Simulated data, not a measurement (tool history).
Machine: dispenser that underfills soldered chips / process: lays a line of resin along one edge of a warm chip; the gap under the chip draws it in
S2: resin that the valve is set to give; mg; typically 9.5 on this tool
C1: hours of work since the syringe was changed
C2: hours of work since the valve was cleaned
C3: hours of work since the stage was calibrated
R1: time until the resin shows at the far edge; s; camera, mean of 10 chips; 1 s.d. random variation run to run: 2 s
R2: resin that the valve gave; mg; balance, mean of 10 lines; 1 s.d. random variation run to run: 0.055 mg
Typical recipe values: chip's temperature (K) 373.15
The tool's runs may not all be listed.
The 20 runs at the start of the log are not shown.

-- day=3.258 new syringe of resin
run 21 day=3.275 | chip's_temperature_(K)=376.15 S2=8.38 | C1=0 C2=72 C3=95 | R1=186.2 R2=8.11
-- day=3.358 dispensing valve cleaned and set on the balance
run 22 day=3.508 | chip's_temperature_(K)=379.15 S2=9.18 | C1=3 C2=2 C3=98 | R1=183 R2=9.15
run 23 day=3.658 | chip's_temperature_(K)=379.15 S2=9.18 | C1=5 C2=4 C3=100 | R1=207 R2=9.12
-- day=3.712 new syringe of resin
run 24 day=3.829 | chip's_temperature_(K)=379.15 S2=10.03 | C1=2 C2=7 C3=103 | R1=170.5 R2=10.02
run 25 day=3.942 | chip's_temperature_(K)=379.15 S2=10.03 | C1=3 C2=8 C3=104 | R1=188.5 R2=10.06
run 26 day=4.071 | chip's_temperature_(K)=364.15 S2=8.67 | C1=5 C2=10 C3=106 | R1=349.1 R2=8.58
-- day=4.133 new syringe of resin
run 27 day=4.196 | chip's_temperature_(K)=364.15 S2=8.67 | C1=1 C2=12 C3=108 | R1=286 R2=8.6
run 28 day=4.325 | chip's_temperature_(K)=372.15 S2=11.52 | C1=3 C2=14 C3=110 | R1=227.3 R2=11.41
-- day=4.546 new syringe of resin
run 29 day=4.546 | chip's_temperature_(K)=364.15 S2=9.99 | C1=0 C2=17 C3=113 | R1=266.6 R2=10
run 30 day=4.65 | chip's_temperature_(K)=375.15 S2=8.13 | C1=2 C2=19 C3=114 | R1=198.7 R2=8.11
run 31 day=4.762 | chip's_temperature_(K)=368.15 S2=8.51 | C1=3 C2=20 C3=116 | R1=277.6 R2=8.54

What does the tool deliver on the next run?
run 32 day=4.858 | chip's_temperature_(K)=376.15 S2=11.45 | C1=5 C2=22 C3=117 | R1=? R2=?

R1: 213.9 s
R2: 11.33 mg
Minus the tool's unlogged condition, the same run would have read R1 177.3 s, R2 11.44 mg.
